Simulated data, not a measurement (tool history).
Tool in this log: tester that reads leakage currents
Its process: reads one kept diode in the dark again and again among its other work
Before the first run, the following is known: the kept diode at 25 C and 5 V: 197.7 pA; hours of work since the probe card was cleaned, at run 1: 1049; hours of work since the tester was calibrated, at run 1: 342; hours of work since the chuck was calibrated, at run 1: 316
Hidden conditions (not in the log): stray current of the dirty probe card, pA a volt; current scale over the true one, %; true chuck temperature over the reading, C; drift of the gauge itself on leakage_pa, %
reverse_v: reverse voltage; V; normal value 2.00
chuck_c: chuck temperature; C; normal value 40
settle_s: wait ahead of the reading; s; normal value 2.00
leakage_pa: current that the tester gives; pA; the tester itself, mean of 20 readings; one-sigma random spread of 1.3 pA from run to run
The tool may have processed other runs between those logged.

| run | day | reverse_v | chuck_c | settle_s | hours of work since the probe card was cleaned | hours of work since the tester was calibrated | hours of work since the chuck was calibrated | leakage_pa |
|---|---|---|---|---|---|---|---|---|
| 1 | 0.000 | 2.00 | 40 | 2.00 | 1049 | 342 | 316 | 448.09 |
| 2 | 1.279 | 2.00 | 40 | 2.00 | 1072 | 365 | 339 | 449.11 |
| 3 | 2.154 | 2.00 | 34 | 2.00 | 1087 | 381 | 355 | 285.36 |
| 4 | 2.929 | 2.00 | 34 | 2.00 | 1101 | 395 | 369 | 285.03 |
| 5 | 4.383 | 2.00 | 27 | 2.00 | 1127 | 421 | 395 | 164.51 |
| 6 | 5.796 | 2.00 | 27 | 2.00 | 1153 | 446 | 420 | 164.43 |
| 7 | 6.854 | 2.00 | 27 | 2.00 | 1172 | 465 | 439 | 165.01 |
| 8 | 7.688 | 2.00 | 27 | 2.00 | 1187 | 480 | 454 | 165.35 |
| 9 | 9.221 | 2.00 | 40 | 2.00 | 1215 | 508 | 482 | 449.68 |
| 10 | 10.104 | 2.00 | 40 | 2.00 | 1230 | 524 | 498 | 451.17 |
| 11 | 11.200 | 2.00 | 40 | 4.89 | 1250 | 543 | 517 | 450.73 |
| 12 | 12.554 | 2.00 | 40 | 4.89 | 1275 | 568 | 542 | 453.76 |
| 13 | 13.325 | 2.00 | 34 | 4.89 | 1288 | 582 | 556 | 287.53 |
| 14 | 14.288 | 1.09 | 33 | 2.56 | 1306 | 599 | 573 | 207.95 |
| 15 | 15.738 | 2.00 | 23 | 4.68 | 1332 | 625 | 599 | 120.48 |
| 16 | 16.550 | 2.00 | 25 | 2.00 | 1346 | 640 | 614 | 141.68 |
| 17 | 17.217 | 3.51 | 25 | 1.34 | 1358 | 652 | 626 | 180.12 |
| 18 | 18.029 | 5.97 | 20 | 8.79 | 1373 | 666 | 640 | 150.02 |
| 19 | 18.904 | 18.82 | 40 | 7.15 | 1389 | 682 | 656 | 1146.41 |
| 20 | 20.004 | 6.98 | 36 | 2.04 | 1409 | 702 | 676 | 564.06 |
| 21 | 20.983 | 2.00 | 40 | 0.63 | 1426 | 719 | 693 | 458.00 |
| 22 | 22.304 | 2.00 | 30 | 2.06 | 1450 | 743 | 717 | 211.46 |
| 23 | 23.558 | 1.31 | 30 | 0.59 | 1473 | 766 | 740 | 179.62 |
| 24 | 24.554 | 1.79 | 20 | 0.59 | 1490 | 784 | 758 | 91.17 |

5 ways to go on from here, each from the tool as it stands after run 24. What would each give?
| A | 25.533 | 6.73 | 37 | 2.00 | 1508 | 801 | 775 | ? |
| B | 25.533 | 12.33 | 20 | 0.37 | 1508 | 801 | 775 | ? |
| C | 25.533 | 6.37 | 40 | 2.00 | 1508 | 801 | 775 | ? |
| D | 25.533 | 1.97 | 33 | 1.09 | 1508 | 801 | 775 | ? |
| E | 25.533 | 2.82 | 40 | 0.51 | 1508 | 801 | 775 | ? |

| run | leakage_pa |
|---|---|
| A | 603.74 |
| B | 219.90 |
| C | 739.34 |
| D | 268.42 |
| E | 526.90 |
Without the tool's hidden state the same runs would have given:
| run | leakage_pa |
|---|---|
| A | 579.39 |
| B | 200.24 |
| C | 711.90 |
| D | 258.47 |
| E | 509.22 |
